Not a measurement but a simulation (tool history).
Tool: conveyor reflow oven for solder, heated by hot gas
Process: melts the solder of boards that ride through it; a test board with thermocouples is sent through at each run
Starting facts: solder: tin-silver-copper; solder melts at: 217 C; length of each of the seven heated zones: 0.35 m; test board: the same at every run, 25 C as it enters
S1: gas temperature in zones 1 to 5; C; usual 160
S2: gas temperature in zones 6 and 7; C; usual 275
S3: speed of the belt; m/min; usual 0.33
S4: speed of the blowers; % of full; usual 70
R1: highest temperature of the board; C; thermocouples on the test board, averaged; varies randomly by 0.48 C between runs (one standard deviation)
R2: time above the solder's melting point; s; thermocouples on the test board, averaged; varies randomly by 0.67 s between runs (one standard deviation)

run	hour	S1	S2	S3	S4	R1	R2
1	0	160	275	0.33	70	257.1	94.7
2	43.6	160	275	0.33	70	256.6	92.4
3	101.4	159	275	0.33	70	255.8	93.3
4	140.3	159	275	0.33	70	255.8	91.2
# hour 194.1: flux residue cleaned out of gas plates and filters
5	225.8	160	275	0.349	70	254.9	87.7
6	301.9	160	275	0.33	70	257.7	94.1
7	367.7	160	275	0.33	70	256.1	95.3
8	449.4	160	275	0.33	70	256	93.5
9	493.1	160	275	0.33	70	256.5	94.8
# hour 551.9: flux residue cleaned out of gas plates and filters
10	554.7	160	275	0.276	70	263.4	123.7
11	626.9	160	275	0.276	70	262.1	122.5
12	676.2	160	275	0.33	70	256.7	95
# hour 729.2: belt drive overhauled, speed set with a stopwatch
13	751.4	160	275	0.33	70	255.4	91.4
14	793	160	275	0.33	70	255.2	91.8
# hour 845: thermocouples of zones 6 and 7 changed
15	870.3	160	275	0.33	70	256.9	91.6
16	907.1	160	275	0.33	70	255.4	92.2
# hour 920.2: flux residue cleaned out of gas plates and filters
17	996.7	147	263	0.33	70	245.1	73.8
18	1063.9	160	278	0.334	63	257.9	91.9
19	1145.7	165	278	0.334	54	254.1	91.2
20	1192.3	165	278	0.334	54	254.6	90.2
# hour 1281.5: flux residue cleaned out of gas plates and filters
21	1283.1	165	278	0.334	54	256.3	92.9
22	1328.9	158	280	0.384	60	251.7	72.2
23	1380.9	174	280	0.297	73	268.1	124.1
24	1449.2	159	283	0.323	83	267.4	106.7
25	1500.6	159	283	0.323	83	267.1	108.3
26	1576	161	275	0.278	70	261.7	121.6
27	1616.6	160	288	0.33	70	267	103.2
# hour 1644.5: flux residue cleaned out of gas plates and filters
28	1672.4	160	288	0.268	51	271.8	132.2
29	1727.2	157	277	0.345	86	261.1	94.5

Forecast each of these 3 alternatives for the next run:
A	1775.7	160	275	0.396	70	?	?
B	1775.7	157	283	0.331	61	?	?
C	1775.7	157	277	0.304	86	?	?

run	R1	R2
A	249.7	68.3
B	261.2	96.6
C	263.8	109.9
With the hidden condition removed and each run's random variation left untouched, the same runs would have given:
run	R1	R2
A	250.6	68.6
B	262	96.3
C	264.8	109.6
